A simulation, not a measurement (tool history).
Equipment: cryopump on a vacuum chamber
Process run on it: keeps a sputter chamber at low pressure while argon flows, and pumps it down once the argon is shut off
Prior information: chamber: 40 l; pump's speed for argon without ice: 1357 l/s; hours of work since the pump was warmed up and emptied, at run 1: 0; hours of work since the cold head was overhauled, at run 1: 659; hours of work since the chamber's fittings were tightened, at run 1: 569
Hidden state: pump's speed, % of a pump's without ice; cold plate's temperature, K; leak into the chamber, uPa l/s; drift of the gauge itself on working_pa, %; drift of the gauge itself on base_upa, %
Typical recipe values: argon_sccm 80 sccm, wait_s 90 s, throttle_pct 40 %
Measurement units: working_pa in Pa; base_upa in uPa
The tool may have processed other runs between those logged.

| run | hour | argon_sccm | wait_s | throttle_pct | hours of work since the pump was warmed up and emptied | hours of work since the cold head was overhauled | hours of work since the chamber's fittings were tightened | working_pa | base_upa |
|---|---|---|---|---|---|---|---|---|---|
| 1 | 0 | 80 | 90 | 40 | 0 | 659 | 569 | 0.2502 | 0.89 |
| 2 | 28.7 | 80 | 90 | 40 | 16 | 675 | 586 | 0.2496 | 0.92 |
| 3 | 55.4 | 80 | 90 | 40 | 31 | 690 | 601 | 0.2532 | 0.87 |
| 4 | 78.3 | 80 | 90 | 40 | 44 | 703 | 614 | 0.2506 | 0.89 |
| 5 | 116.7 | 80 | 90 | 40 | 66 | 725 | 635 | 0.2524 | 0.9 |
| 6 | 137.7 | 80 | 90 | 40 | 78 | 737 | 647 | 0.254 | 0.95 |
| 7 | 159.7 | 80 | 40 | 40 | 90 | 749 | 660 | 0.2535 | 1.35 |
| 8 | 196.1 | 80 | 40 | 40 | 111 | 770 | 680 | 0.253 | 1.35 |
| 9 | 215.8 | 80 | 40 | 40 | 122 | 781 | 692 | 0.2539 | 1.35 |
| 10 | 244.9 | 80 | 90 | 40 | 139 | 798 | 708 | 0.257 | 0.97 |
| 11 | 276.5 | 89 | 90 | 40 | 157 | 816 | 726 | 0.2874 | 0.99 |
| 12 | 312.3 | 89 | 90 | 40 | 177 | 836 | 746 | 0.285 | 1.03 |
| 13 | 346.5 | 89 | 90 | 40 | 196 | 855 | 766 | 0.2891 | 1.04 |
| 14 | 368.9 | 89 | 40 | 37 | 209 | 868 | 778 | 0.3122 | 1.4 |
| 15 | 395.2 | 40 | 90 | 28 | 224 | 883 | 793 | 0.1835 | 1.05 |
| 16 | 418.3 | 40 | 90 | 28 | 237 | 896 | 806 | 0.1839 | 1.06 |
| 17 | 438.9 | 40 | 90 | 28 | 249 | 908 | 818 | 0.1841 | 1.08 |
| 18 | 473.6 | 40 | 90 | 28 | 268 | 927 | 838 | 0.1862 | 1.09 |
| 19 | 513 | 40 | 122 | 15 | 291 | 950 | 860 | 0.3413 | 1.01 |
| 20 | 540 | 105 | 122 | 45 | 306 | 965 | 875 | 0.313 | 1.07 |
| 21 | 566.3 | 105 | 122 | 45 | 321 | 980 | 890 | 0.3144 | 1.09 |
| 22 | 605.5 | 136 | 202 | 45 | 343 | 1002 | 912 | 0.4082 | 0.95 |
| 23 | 632.8 | 160 | 90 | 40 | 358 | 1017 | 928 | 0.5385 | 1.21 |
| 24 | 666.3 | 41 | 142 | 20 | 377 | 1036 | 947 | 0.2665 | 1.06 |
| 25 | 699 | 41 | 142 | 20 | 396 | 1055 | 965 | 0.267 | 1.11 |
| 26 | 724.4 | 113 | 187 | 34 | 410 | 1069 | 980 | 0.4485 | 1.13 |

Predict each of these 3 candidate next runs independently; none follows another, all start after run 26:
| A | 757.8 | 41 | 58 | 40 | 429 | 1088 | 999 | ? | ? |
| B | 757.8 | 59 | 40 | 57 | 429 | 1088 | 999 | ? | ? |
| C | 757.8 | 62 | 90 | 40 | 429 | 1088 | 999 | ? | ? |

| run | working_pa | base_upa |
|---|---|---|
| A | 0.1404 | 1.44 |
| B | 0.147 | 1.61 |
| C | 0.2131 | 1.33 |
With no hidden state in the tool, these same runs would have given:
| run | working_pa | base_upa |
|---|---|---|
| A | 0.1277 | 0.72 |
| B | 0.1288 | 0.9 |
| C | 0.194 | 0.59 |
